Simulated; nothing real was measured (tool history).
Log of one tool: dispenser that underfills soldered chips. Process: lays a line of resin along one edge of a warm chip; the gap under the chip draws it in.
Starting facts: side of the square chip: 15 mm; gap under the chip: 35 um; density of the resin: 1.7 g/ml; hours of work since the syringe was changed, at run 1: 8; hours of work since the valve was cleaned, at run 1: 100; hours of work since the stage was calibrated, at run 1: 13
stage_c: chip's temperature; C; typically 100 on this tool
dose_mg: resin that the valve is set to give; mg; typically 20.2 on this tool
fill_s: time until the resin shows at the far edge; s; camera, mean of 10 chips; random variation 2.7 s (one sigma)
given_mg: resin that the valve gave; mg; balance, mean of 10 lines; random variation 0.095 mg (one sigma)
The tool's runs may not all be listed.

| run | hour | stage_c | dose_mg | hours of work since the syringe was changed | hours of work since the valve was cleaned | hours of work since the stage was calibrated | fill_s | given_mg |
|---|---|---|---|---|---|---|---|---|
| 1 | 0.0 | 100 | 20.2 | 8 | 100 | 13 | 366.6 | 19.29 |
|  | 3.9 | new syringe of resin |
| 2 | 4.9 | 100 | 18.7 | 1 | 103 | 16 | 284.1 | 17.87 |
| 3 | 10.5 | 100 | 18.7 | 4 | 106 | 19 | 324.0 | 17.92 |
| 4 | 12.8 | 100 | 20.2 | 5 | 108 | 21 | 340.5 | 19.31 |
| 5 | 16.4 | 109 | 20.2 | 8 | 110 | 23 | 270.9 | 19.31 |
| 6 | 19.6 | 100 | 20.2 | 10 | 112 | 25 | 389.9 | 19.39 |
|  | 21.2 | new syringe of resin |
| 7 | 22.8 | 100 | 20.2 | 1 | 114 | 27 | 275.0 | 19.30 |
| 8 | 26.5 | 100 | 19.1 | 3 | 116 | 29 | 306.9 | 18.23 |
| 9 | 28.9 | 98 | 20.2 | 5 | 118 | 31 | 346.4 | 19.19 |
| 10 | 33.8 | 100 | 17.7 | 8 | 121 | 34 | 370.8 | 16.85 |
| 11 | 37.2 | 100 | 19.2 | 10 | 123 | 36 | 394.5 | 18.21 |
|  | 38.5 | new syringe of resin |
|  | 40.3 | dispensing valve cleaned and set on the balance |
| 12 | 42.8 | 100 | 19.2 | 2 | 2 | 38 | 293.5 | 19.15 |
| 13 | 45.5 | 94 | 19.2 | 4 | 3 | 40 | 378.3 | 19.18 |
| 14 | 50.9 | 94 | 19.2 | 7 | 7 | 43 | 437.1 | 19.26 |
| 15 | 54.5 | 94 | 19.2 | 9 | 9 | 46 | 476.8 | 19.18 |
|  | 56.5 | new syringe of resin |
| 16 | 57.9 | 94 | 19.2 | 1 | 11 | 47 | 341.1 | 19.18 |
| 17 | 61.6 | 93 | 20.2 | 3 | 13 | 50 | 383.5 | 20.08 |
| 18 | 64.6 | 99 | 20.2 | 5 | 15 | 52 | 332.9 | 20.21 |
| 19 | 70.0 | 99 | 20.2 | 8 | 18 | 55 | 381.3 | 20.03 |
| 20 | 72.7 | 99 | 20.2 | 10 | 20 | 57 | 403.6 | 20.13 |
|  | 73.5 | new syringe of resin |
| 21 | 77.5 | 109 | 17.6 | 2 | 23 | 59 | 230.6 | 17.44 |
| 22 | 80.5 | 90 | 22.6 | 4 | 24 | 61 | 440.4 | 22.62 |
| 23 | 84.0 | 94 | 23.6 | 6 | 27 | 63 | 408.7 | 23.42 |
| 24 | 87.2 | 99 | 22.9 | 8 | 28 | 65 | 377.4 | 22.78 |
|  | 90.7 | new syringe of resin |
| 25 | 91.1 | 115 | 19.1 | 0 | 31 | 67 | 169.5 | 19.01 |
| 26 | 95.9 | 100 | 22.6 | 3 | 34 | 70 | 296.2 | 22.33 |
| 27 | 98.5 | 100 | 21.2 | 5 | 35 | 72 | 312.9 | 20.93 |
| 28 | 101.8 | 100 | 19.6 | 7 | 37 | 74 | 347.7 | 19.36 |
| 29 | 104.7 | 88 | 17.9 | 9 | 39 | 76 | 574.6 | 17.79 |
|  | 108.1 | new syringe of resin |
| 30 | 110.2 | 115 | 25.2 | 1 | 42 | 79 | 170.2 | 24.88 |
| 31 | 114.8 | 103 | 22.1 | 4 | 45 | 82 | 285.0 | 21.84 |
| 32 | 118.7 | 103 | 21.0 | 7 | 47 | 84 | 315.6 | 20.69 |
| 33 | 121.1 | 103 | 21.0 | 8 | 49 | 86 | 326.9 | 20.62 |
|  | 125.0 | new syringe of resin |
| 34 | 125.2 | 100 | 21.8 | 0 | 51 | 88 | 268.7 | 21.45 |
| 35 | 129.4 | 87 | 25.7 | 3 | 54 | 91 | 454.1 | 25.29 |
| 36 | 132.5 | 87 | 25.7 | 5 | 56 | 93 | 504.9 | 25.15 |
| 37 | 136.8 | 103 | 25.4 | 7 | 58 | 95 | 317.3 | 24.79 |

Branching from run 37: 3 alternative next runs. What would each branch give?
| A | 140.6 | 86 | 17.3 | 10 | 61 | 98 | ? | ? |
| B | 140.6 | 89 | 25.6 | 10 | 61 | 98 | ? | ? |
| C | 140.6 | 101 | 23.3 | 10 | 61 | 98 | ? | ? |

| run | fill_s | given_mg |
|---|---|---|
| A | 658.4 | 16.89 |
| B | 554.7 | 24.89 |
| C | 372.1 | 22.78 |
Without the tool's unlogged condition, the same runs would have read:
| run | fill_s | given_mg |
|---|---|---|
| A | 445.7 | 17.27 |
| B | 377.7 | 25.45 |
| C | 253.3 | 23.30 |

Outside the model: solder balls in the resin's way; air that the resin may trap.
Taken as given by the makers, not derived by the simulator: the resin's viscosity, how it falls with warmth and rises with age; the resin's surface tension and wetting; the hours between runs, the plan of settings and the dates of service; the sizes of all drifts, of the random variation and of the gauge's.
